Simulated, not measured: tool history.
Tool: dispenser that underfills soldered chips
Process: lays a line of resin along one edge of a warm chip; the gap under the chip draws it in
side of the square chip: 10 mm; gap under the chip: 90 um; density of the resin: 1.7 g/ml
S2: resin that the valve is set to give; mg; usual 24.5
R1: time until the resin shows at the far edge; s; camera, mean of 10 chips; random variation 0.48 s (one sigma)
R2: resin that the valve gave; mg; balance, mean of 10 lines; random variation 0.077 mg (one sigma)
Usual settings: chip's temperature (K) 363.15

{"run": 1, "hour": 0.0, "chip's temperature (K)": 363.15, "S2": 24.5, "R1": 43.4, "R2": 24.19}
{"hour": 8.7, "done": "new syringe of resin"}
{"run": 2, "hour": 9.0, "chip's temperature (K)": 363.15, "S2": 24.5, "R1": 37.3, "R2": 24.21}
{"run": 3, "hour": 14.5, "chip's temperature (K)": 363.15, "S2": 24.5, "R1": 46.2, "R2": 24.13}
{"run": 4, "hour": 19.1, "chip's temperature (K)": 363.15, "S2": 24.5, "R1": 59.0, "R2": 24.15}
{"hour": 21.3, "done": "new syringe of resin"}
{"run": 5, "hour": 27.7, "chip's temperature (K)": 363.15, "S2": 24.5, "R1": 49.2, "R2": 24.02}
{"hour": 33.5, "done": "new syringe of resin"}
{"run": 6, "hour": 34.9, "chip's temperature (K)": 363.15, "S2": 24.5, "R1": 38.4, "R2": 24.05}

Run 7 comes next. What will it give?
{"run": 7, "hour": 43.1, "chip's temperature (K)": 363.15, "S2": 24.5, "R1": "?", "R2": "?"}

{"run 7": {"R1": 56.9, "R2": 23.98}}
Without the tool's hidden state the same run would have given R1 37.7 s, R2 24.57 mg.
